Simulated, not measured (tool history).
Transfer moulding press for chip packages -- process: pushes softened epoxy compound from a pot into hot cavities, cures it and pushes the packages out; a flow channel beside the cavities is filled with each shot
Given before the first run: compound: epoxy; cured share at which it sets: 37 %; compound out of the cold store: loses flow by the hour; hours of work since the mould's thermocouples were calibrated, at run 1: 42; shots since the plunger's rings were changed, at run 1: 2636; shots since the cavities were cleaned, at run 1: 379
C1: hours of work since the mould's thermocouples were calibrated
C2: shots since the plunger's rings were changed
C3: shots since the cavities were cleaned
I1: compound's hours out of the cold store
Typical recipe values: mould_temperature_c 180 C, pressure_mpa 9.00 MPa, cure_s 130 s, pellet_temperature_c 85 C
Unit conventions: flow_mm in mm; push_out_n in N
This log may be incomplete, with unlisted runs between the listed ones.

Run 1, hour 0.0: usual settings; C1 42; C2 2636; C3 379; I1 46.7. Result: flow_mm 721 mm, push_out_n 512 N.
Run 2, hour 27.5: usual settings; C1 62; C2 2943; C3 686; I1 8.6. Result: flow_mm 885 mm, push_out_n 626 N.
At hour 58.9: cavities cleaned with cleaning compound and waxed.
Run 3, hour 62.7: usual settings; C1 87; C2 3318; C3 42; I1 31.1. Result: flow_mm 782 mm, push_out_n 395 N.
Run 4, hour 87.6: usual settings but pellet_temperature_c 83 C; C1 106; C2 3596; C3 320; I1 44.8. Result: flow_mm 700 mm, push_out_n 491 N.
Run 5, hour 127.5: usual settings but pellet_temperature_c 83 C; C1 135; C2 4041; C3 765; I1 36.5. Result: flow_mm 721 mm, push_out_n 616 N.
At hour 152.3: cavities cleaned with cleaning compound and waxed.
Run 6, hour 157.0: usual settings but pellet_temperature_c 83 C; C1 156; C2 4353; C3 52; I1 19.5. Result: flow_mm 796 mm, push_out_n 372 N.
Run 7, hour 179.8: usual settings but mould_temperature_c 186 C, pellet_temperature_c 83 C; C1 173; C2 4607; C3 306; I1 46.4. Result: flow_mm 678 mm, push_out_n 456 N.
Run 8, hour 221.1: usual settings but mould_temperature_c 186 C, cure_s 165 s, pellet_temperature_c 83 C; C1 204; C2 5068; C3 767; I1 35.1. Result: flow_mm 702 mm, push_out_n 528 N.
At hour 245.0: cavities cleaned with cleaning compound and waxed.
Run 9, hour 260.2: usual settings but pellet_temperature_c 93 C; C1 231; C2 5487; C3 170; I1 24.4. Result: flow_mm 761 mm, push_out_n 441 N.
Run 10, hour 297.1: usual settings but cure_s 111 s; C1 259; C2 5899; C3 582; I1 32.0. Result: flow_mm 736 mm, push_out_n 691 N.
Run 11, hour 327.0: usual settings; C1 281; C2 6231; C3 914; I1 19.8. Result: flow_mm 777 mm, push_out_n 629 N.
At hour 336.9: cavities cleaned with cleaning compound and waxed.
Run 12, hour 360.2: usual settings; C1 305; C2 6585; C3 260; I1 21.1. Result: flow_mm 763 mm, push_out_n 476 N.
At hour 364.6: plunger's sealing rings changed.
Run 13, hour 406.0: usual settings; C1 337; C2 462; C3 743; I1 9.6. Result: flow_mm 924 mm, push_out_n 614 N.
At hour 431.3: cavities cleaned with cleaning compound and waxed.
Run 14, hour 447.9: usual settings but pressure_mpa 7.68 MPa; C1 367; C2 912; C3 185; I1 12.4. Result: flow_mm 826 mm, push_out_n 468 N.
Run 15, hour 487.8: usual settings but pressure_mpa 7.68 MPa; C1 396; C2 1356; C3 629; I1 41.3. Result: flow_mm 688 mm, push_out_n 560 N.
At hour 525.2: cavities cleaned with cleaning compound and waxed.
Run 16, hour 526.9: usual settings but pressure_mpa 6.97 MPa, pellet_temperature_c 88 C; C1 424; C2 1776; C3 19; I1 31.2. Result: flow_mm 677 mm, push_out_n 372 N.
Run 17, hour 544.7: usual settings but mould_temperature_c 175 C, pressure_mpa 6.97 MPa, cure_s 168 s, pellet_temperature_c 88 C; C1 437; C2 1975; C3 218; I1 17.1. Result: flow_mm 752 mm, push_out_n 434 N.
Run 18, hour 582.8: usual settings but mould_temperature_c 175 C, pressure_mpa 6.97 MPa, cure_s 168 s, pellet_temperature_c 88 C; C1 466; C2 2399; C3 642; I1 11.2. Result: flow_mm 783 mm, push_out_n 552 N.
At hour 613.4: mould's thermocouples calibrated.
Run 19, hour 614.7: usual settings but cure_s 153 s, pellet_temperature_c 87 C; C1 1; C2 2733; C3 976; I1 46.2. Result: flow_mm 719 mm, push_out_n 571 N.
At hour 619.3: cavities cleaned with cleaning compound and waxed.
Run 20, hour 640.1: usual settings but mould_temperature_c 176 C, pressure_mpa 7.74 MPa, pellet_temperature_c 83 C; C1 19; C2 3000; C3 233; I1 23.0. Result: flow_mm 741 mm, push_out_n 564 N.
Run 21, hour 681.8: usual settings but mould_temperature_c 176 C, pressure_mpa 7.74 MPa, pellet_temperature_c 83 C; C1 50; C2 3464; C3 697; I1 25.4. Result: flow_mm 741 mm, push_out_n 715 N.
At hour 711.7: cavities cleaned with cleaning compound and waxed.
Run 22, hour 711.7: usual settings but mould_temperature_c 176 C, pressure_mpa 8.23 MPa, cure_s 135 s, pellet_temperature_c 94 C; C1 71; C2 3780; C3 0; I1 26.6. Result: flow_mm 747 mm, push_out_n 403 N.
Run 23, hour 733.5: usual settings but mould_temperature_c 176 C, pressure_mpa 8.23 MPa, cure_s 135 s, pellet_temperature_c 94 C; C1 87; C2 4024; C3 244; I1 45.0. Result: flow_mm 680 mm, push_out_n 516 N.
Run 24, hour 753.0: usual settings but cure_s 133 s; C1 101; C2 4241; C3 461; I1 18.7. Result: flow_mm 798 mm, push_out_n 538 N.
Run 25, hour 777.5: usual settings but cure_s 133 s; C1 119; C2 4515; C3 735; I1 36.0. Result: flow_mm 727 mm, push_out_n 562 N.
Run 26, hour 798.5: usual settings but pressure_mpa 9.69 MPa, cure_s 133 s, pellet_temperature_c 82 C; C1 135; C2 4748; C3 968; I1 47.2. Result: flow_mm 721 mm, push_out_n 596 N.
At hour 804.3: cavities cleaned with cleaning compound and waxed.
Run 27, hour 824.4: usual settings but pressure_mpa 9.69 MPa, cure_s 133 s, pellet_temperature_c 82 C; C1 153; C2 5020; C3 223; I1 31.4. Result: flow_mm 774 mm, push_out_n 433 N.

Forecast each of these 3 alternatives for the next run:
Run A, hour 849.4: usual settings but mould_temperature_c 184 C, pellet_temperature_c 88 C; C1 172; C2 5299; C3 502; I1 16.0. Result: flow_mm ?, push_out_n ?.
Run B, hour 849.4: usual settings but pressure_mpa 9.69 MPa, cure_s 133 s, pellet_temperature_c 77 C; C1 172; C2 5299; C3 502; I1 19.6. Result: flow_mm ?, push_out_n ?.
Run C, hour 849.4: usual settings but pressure_mpa 9.69 MPa, cure_s 133 s, pellet_temperature_c 84 C; C1 172; C2 5299; C3 502; I1 37.1. Result: flow_mm ?, push_out_n ?.

run  flow_mm  push_out_n
  A      792         516
  B      816         534
  C      750         523
With the hidden condition removed and each run's random variation left untouched, the same runs would have given:
run  flow_mm  push_out_n
  A      865         354
  B      892         369
  C      820         361
